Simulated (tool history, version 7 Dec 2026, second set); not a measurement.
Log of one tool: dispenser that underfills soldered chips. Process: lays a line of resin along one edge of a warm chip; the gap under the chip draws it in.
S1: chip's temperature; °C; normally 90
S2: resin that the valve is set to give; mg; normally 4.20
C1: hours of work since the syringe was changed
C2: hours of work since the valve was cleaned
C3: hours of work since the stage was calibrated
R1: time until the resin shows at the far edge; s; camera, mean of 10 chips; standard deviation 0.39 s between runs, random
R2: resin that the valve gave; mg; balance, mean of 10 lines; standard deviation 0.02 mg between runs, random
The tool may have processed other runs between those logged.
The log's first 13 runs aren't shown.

run   hour   S1    S2  C1  C2   C3    R1    R2
     144.6  -- new syringe of resin
 14  147.0   83  5.24   2  18  178  32.9  5.17
 15  160.1   83  5.24  10  26  186  47.8  5.19
     161.6  -- new syringe of resin
 16  173.3   83  5.24   7  34  194  41.7  5.16
     179.0  -- new syringe of resin
 17  187.1  100  4.20   5  42  203  19.6  4.14
     196.1  -- new syringe of resin
 18  196.5  100  4.20   0  48  208  15.9  4.14
 19  205.1   82  4.56   6  53  214  41.0  4.45
     213.4  -- new syringe of resin
 20  214.5   94  4.56   1  59  219  20.1  4.41
 21  226.5   94  4.92   8  66  227  28.0  4.76
     230.6  -- new syringe of resin
     239.2  -- dispensing valve cleaned and set on the balance
 22  240.0   94  4.92   5   1  234  24.7  4.91
     248.4  -- new syringe of resin
 23  249.8   76  4.36   1   6  240  42.3  4.33
 24  261.1   80  3.97   8  13  247  50.2  3.92
     265.9  -- new syringe of resin
 25  276.0   82  4.87   6  23  256  41.2  4.83
     282.7  -- new syringe of resin
 26  282.7   82  4.87   0  27  260  30.9  4.82
 27  291.2   82  4.05   5  32  266  40.6  4.01
     299.9  -- new syringe of resin
 28  299.9   91  4.20   0  37  271  21.9  4.13
 29  309.5   91  4.20   6  43  277  28.7  4.12
 30  316.0   85  4.89  10  47  281  43.8  4.80
     316.9  -- new syringe of resin
 31  326.5   86  3.97   6  53  287  35.1  3.86
     333.8  -- new syringe of resin
 32  335.2  105  5.43   1  59  293  12.9  5.26
 33  344.2  105  5.43   6  64  298  17.7  5.26
     351.5  -- new syringe of resin
     360.6  -- dispensing valve cleaned and set on the balance
 34  360.6   96  4.59   5   0  308  21.4  4.55
     369.5  -- new syringe of resin
 35  375.0   76  4.20   3   9  316  45.0  4.17

Consider 3 possible next runs. They are alternatives, not a sequence: every one starts from the tool as it was left by run 35. What does each give?
     386.4  -- new syringe of resin
  A  387.2  76  5.07   1  16  324   ?   ?
     386.4  -- new syringe of resin
  B  387.2  83  5.31   1  16  324   ?   ?
     386.4  -- new syringe of resin
  C  387.2  80  3.96   1  16  324   ?   ?

run    R1    R2
  A  39.7  5.05
  B  29.5  5.25
  C  34.9  3.93
What these runs would have given with no unlogged condition in the tool:
run    R1    R2
  A  42.6  5.09
  B  31.5  5.30
  C  37.3  3.97
